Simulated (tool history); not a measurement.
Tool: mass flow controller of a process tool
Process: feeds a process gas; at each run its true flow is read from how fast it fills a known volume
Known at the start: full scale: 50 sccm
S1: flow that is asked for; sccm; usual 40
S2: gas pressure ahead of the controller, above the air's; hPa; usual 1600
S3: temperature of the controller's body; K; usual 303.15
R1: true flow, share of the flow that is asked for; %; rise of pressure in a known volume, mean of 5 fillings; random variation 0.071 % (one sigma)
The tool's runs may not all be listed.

{"run": 1, "day": 0.0, "S1": 40, "S2": 1600, "S3": 303.15, "R1": 99.47}
{"run": 2, "day": 8.338, "S1": 40, "S2": 1600, "S3": 303.15, "R1": 99.4}
{"run": 3, "day": 19.104, "S1": 40, "S2": 2020, "S3": 303.15, "R1": 99.29}
{"run": 4, "day": 24.983, "S1": 40, "S2": 2020, "S3": 303.15, "R1": 99.33}
{"run": 5, "day": 32.408, "S1": 40, "S2": 1600, "S3": 303.15, "R1": 99.38}
{"run": 6, "day": 40.304, "S1": 40, "S2": 1600, "S3": 303.15, "R1": 99.35}
{"run": 7, "day": 49.754, "S1": 40, "S2": 1600, "S3": 307.15, "R1": 99.51}
{"run": 8, "day": 60.15, "S1": 40, "S2": 1600, "S3": 307.15, "R1": 99.56}
{"run": 9, "day": 66.454, "S1": 11, "S2": 2650, "S3": 294.15, "R1": 99.11}
{"run": 10, "day": 78.217, "S1": 40, "S2": 2450, "S3": 303.15, "R1": 98.97}
{"run": 11, "day": 85.604, "S1": 40, "S2": 2450, "S3": 303.15, "R1": 99.19}
{"run": 12, "day": 96.671, "S1": 6, "S2": 1700, "S3": 303.15, "R1": 103.13}
{"run": 13, "day": 104.354, "S1": 6, "S2": 1700, "S3": 303.15, "R1": 103.39}
{"run": 14, "day": 112.221, "S1": 6, "S2": 1700, "S3": 303.15, "R1": 103.39}

The same runs without the tool's hidden state, with the same run-to-run variation:
The hidden state here: flow at rest that the sensor doesn't see, % of full scale; true flow over the shown one, %; drift of the gauge itself on true_pct, %.
run=1 R1=99.94
run=2 R1=99.88
run=3 R1=99.79
run=4 R1=99.83
run=5 R1=99.88
run=6 R1=99.86
run=7 R1=100.04
run=8 R1=100.1
run=9 R1=97.04
run=10 R1=99.53
run=11 R1=99.76
run=12 R1=97.66
run=13 R1=97.81
run=14 R1=97.71
